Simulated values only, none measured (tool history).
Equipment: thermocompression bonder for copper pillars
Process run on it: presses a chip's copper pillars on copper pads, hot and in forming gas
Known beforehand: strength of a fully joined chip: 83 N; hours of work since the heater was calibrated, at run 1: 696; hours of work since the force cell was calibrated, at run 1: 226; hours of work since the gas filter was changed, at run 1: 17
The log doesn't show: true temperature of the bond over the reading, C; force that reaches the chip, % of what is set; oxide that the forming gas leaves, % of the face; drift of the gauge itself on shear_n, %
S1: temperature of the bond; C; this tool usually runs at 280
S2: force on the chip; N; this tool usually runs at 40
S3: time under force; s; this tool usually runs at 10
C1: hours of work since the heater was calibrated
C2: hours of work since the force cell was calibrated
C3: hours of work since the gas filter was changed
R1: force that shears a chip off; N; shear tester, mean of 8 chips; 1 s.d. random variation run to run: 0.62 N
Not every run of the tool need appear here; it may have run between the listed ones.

run 1 hour=0.0 | S1=280 S2=40 S3=10 | C1=696 C2=226 C3=17 | R1=31.5
run 2 hour=7.4 | S1=280 S2=40 S3=10 | C1=700 C2=230 C3=21 | R1=32.9
run 3 hour=13.6 | S1=280 S2=40 S3=10 | C1=704 C2=234 C3=25 | R1=33.1
run 4 hour=21.6 | S1=280 S2=40 S3=8 | C1=709 C2=239 C3=30 | R1=28.8
run 5 hour=28.0 | S1=280 S2=34 S3=10 | C1=713 C2=243 C3=34 | R1=26.5
run 6 hour=33.3 | S1=280 S2=34 S3=10 | C1=716 C2=246 C3=38 | R1=27.1
run 7 hour=42.7 | S1=280 S2=40 S3=10 | C1=722 C2=252 C3=44 | R1=32.7
run 8 hour=47.0 | S1=280 S2=40 S3=10 | C1=725 C2=255 C3=46 | R1=32.5
run 9 hour=56.7 | S1=280 S2=40 S3=10 | C1=731 C2=261 C3=52 | R1=32.9
run 10 hour=65.6 | S1=280 S2=40 S3=10 | C1=737 C2=267 C3=58 | R1=32.2
-- hour=75.6 heater calibrated with a thermocouple chip
run 11 hour=76.5 | S1=280 S2=40 S3=10 | C1=1 C2=272 C3=64 | R1=35.5
run 12 hour=83.4 | S1=270 S2=40 S3=10 | C1=5 C2=277 C3=68 | R1=30.0
run 13 hour=89.8 | S1=280 S2=40 S3=26 | C1=9 C2=281 C3=72 | R1=47.7
run 14 hour=94.2 | S1=280 S2=40 S3=26 | C1=12 C2=283 C3=75 | R1=48.0
run 15 hour=99.5 | S1=280 S2=40 S3=26 | C1=15 C2=287 C3=78 | R1=49.3
run 16 hour=105.5 | S1=298 S2=40 S3=7 | C1=19 C2=291 C3=82 | R1=39.2
run 17 hour=110.3 | S1=255 S2=37 S3=27 | C1=22 C2=294 C3=85 | R1=32.3
run 18 hour=118.5 | S1=279 S2=28 S3=7 | C1=27 C2=299 C3=90 | R1=20.6
run 19 hour=123.1 | S1=283 S2=46 S3=11 | C1=30 C2=302 C3=93 | R1=42.0
run 20 hour=127.4 | S1=272 S2=40 S3=10 | C1=33 C2=304 C3=96 | R1=31.1
run 21 hour=136.6 | S1=280 S2=40 S3=21 | C1=38 C2=310 C3=101 | R1=45.0
run 22 hour=142.8 | S1=273 S2=36 S3=10 | C1=42 C2=314 C3=105 | R1=27.5

Hidden state or all else? Some run-to-run changes of R1, split into what the settings, what came in and random variation would give without the hidden state, and what is left for the hidden state (with any gauge scatter that isn't in both results):
Run 10 -> 11: heater calibrated with a thermocouple chip. R1 +3.3 N: hidden state +2.7, all else +0.6.
Run 12 -> 13: S1 270 -> 280, S3 10 -> 26. R1 +17.7 N: hidden state -0.5, all else +18.2.
Run 18 -> 19: S1 279 -> 283, S2 28 -> 46, S3 7 -> 11. R1 +21.4 N: hidden state -1.0, all else +22.4.

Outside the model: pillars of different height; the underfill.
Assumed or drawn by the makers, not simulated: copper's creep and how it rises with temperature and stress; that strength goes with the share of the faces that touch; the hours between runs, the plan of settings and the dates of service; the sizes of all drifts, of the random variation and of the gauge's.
